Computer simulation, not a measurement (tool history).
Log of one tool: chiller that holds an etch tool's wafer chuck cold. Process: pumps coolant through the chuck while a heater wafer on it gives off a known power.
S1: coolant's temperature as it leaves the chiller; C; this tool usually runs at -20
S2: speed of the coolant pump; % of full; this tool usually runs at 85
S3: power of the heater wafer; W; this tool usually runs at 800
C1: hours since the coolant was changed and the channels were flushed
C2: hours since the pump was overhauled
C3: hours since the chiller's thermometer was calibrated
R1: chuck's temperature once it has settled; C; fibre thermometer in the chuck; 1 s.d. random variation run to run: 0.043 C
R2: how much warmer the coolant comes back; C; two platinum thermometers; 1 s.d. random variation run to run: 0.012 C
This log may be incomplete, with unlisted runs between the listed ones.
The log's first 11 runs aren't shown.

Run 12, hour 1114.2: usual settings; C1 754; C2 2993; C3 1804. Result: R1 -14.37 C, R2 2.36 C.
Run 13, hour 1225.0: usual settings; C1 865; C2 3103; C3 1914. Result: R1 -14.38 C, R2 2.37 C.
Run 14, hour 1329.8: usual settings; C1 970; C2 3208; C3 2019. Result: R1 -14.41 C, R2 2.38 C.
Run 15, hour 1406.0: usual settings but S1 -18 C; C1 1046; C2 3284; C3 2096. Result: R1 -12.37 C, R2 2.37 C.
Run 16, hour 1516.5: usual settings but S3 835 W; C1 1157; C2 3395; C3 2206. Result: R1 -14.12 C, R2 2.48 C.
Run 17, hour 1620.2: usual settings but S3 835 W; C1 1260; C2 3499; C3 2310. Result: R1 -14.08 C, R2 2.49 C.
Run 18, hour 1743.8: usual settings but S3 835 W; C1 1384; C2 3622; C3 2433. Result: R1 -14.01 C, R2 2.51 C.
Run 19, hour 1861.9: usual settings but S1 -27 C, S2 80 % of full, S3 884 W; C1 1502; C2 3740; C3 2551. Result: R1 -20.42 C, R2 2.82 C.
Run 20, hour 1932.8: usual settings but S1 -17 C, S2 94 % of full; C1 1573; C2 3811; C3 2622. Result: R1 -11.77 C, R2 2.16 C.
Run 21, hour 2007.4: usual settings but S2 97 % of full, S3 446 W; C1 1647; C2 3886; C3 2697. Result: R1 -17.24 C, R2 1.19 C.
Run 22, hour 2113.2: usual settings but S2 97 % of full, S3 446 W; C1 1753; C2 3992; C3 2803. Result: R1 -17.18 C, R2 1.19 C.
Run 23, hour 2178.9: usual settings but S1 -18 C, S2 72 % of full, S3 881 W; C1 1819; C2 4057; C3 2868. Result: R1 -10.83 C, R2 3.12 C.
Run 24, hour 2255.3: usual settings but S1 -11 C, S2 98 % of full, S3 1074 W; C1 1895; C2 4134; C3 2945. Result: R1 -3.91 C, R2 2.81 C.
Run 25, hour 2331.2: usual settings but S3 1066 W; C1 1971; C2 4210; C3 3021. Result: R1 -12.30 C, R2 3.21 C.
Run 26, hour 2454.9: usual settings but S3 1066 W; C1 2095; C2 4333; C3 3144. Result: R1 -12.31 C, R2 3.21 C.
Run 27, hour 2514.2: usual settings but S3 1066 W; C1 2154; C2 4393; C3 3204. Result: R1 -12.27 C, R2 3.21 C.
Run 28, hour 2625.0: usual settings but S2 78 % of full, S3 743 W; C1 2265; C2 4503; C3 3315. Result: R1 -14.32 C, R2 2.47 C.
Run 29, hour 2729.0: usual settings but S1 -25 C, S3 428 W; C1 2369; C2 4607; C3 3419. Result: R1 -21.96 C, R2 1.31 C.
Run 30, hour 2828.3: usual settings but S1 -28 C, S2 72 % of full, S3 831 W; C1 2468; C2 4707; C3 3518. Result: R1 -21.24 C, R2 2.98 C.
Run 31, hour 2932.0: usual settings but S1 -28 C, S2 72 % of full, S3 831 W; C1 2572; C2 4810; C3 3621. Result: R1 -21.08 C, R2 2.98 C.
Run 32, hour 2995.7: usual settings but S1 -28 C, S2 72 % of full, S3 831 W; C1 2636; C2 4874; C3 3685. Result: R1 -21.27 C, R2 2.99 C.
Run 33, hour 3105.0: usual settings but S2 67 % of full; C1 2745; C2 4983; C3 3794. Result: R1 -13.02 C, R2 3.09 C.

Forecast each of these 3 alternatives for the next run:
Run A, hour 3232.3: usual settings but S2 100 % of full, S3 615 W; C1 2872; C2 5111; C3 3922. Result: R1 ?, R2 ?.
Run B, hour 3232.3: usual settings but S2 82 % of full; C1 2872; C2 5111; C3 3922. Result: R1 ?, R2 ?.
Run C, hour 3232.3: usual settings but S2 67 % of full, S3 764 W; C1 2872; C2 5111; C3 3922. Result: R1 ?, R2 ?.

run      R1    R2
  A  -16.06  1.59
  B  -13.95  2.55
  C  -13.44  2.96
With no hidden state in the tool, these same runs would have given:
run      R1    R2
  A  -16.26  1.47
  B  -14.37  2.36
  C  -13.93  2.75
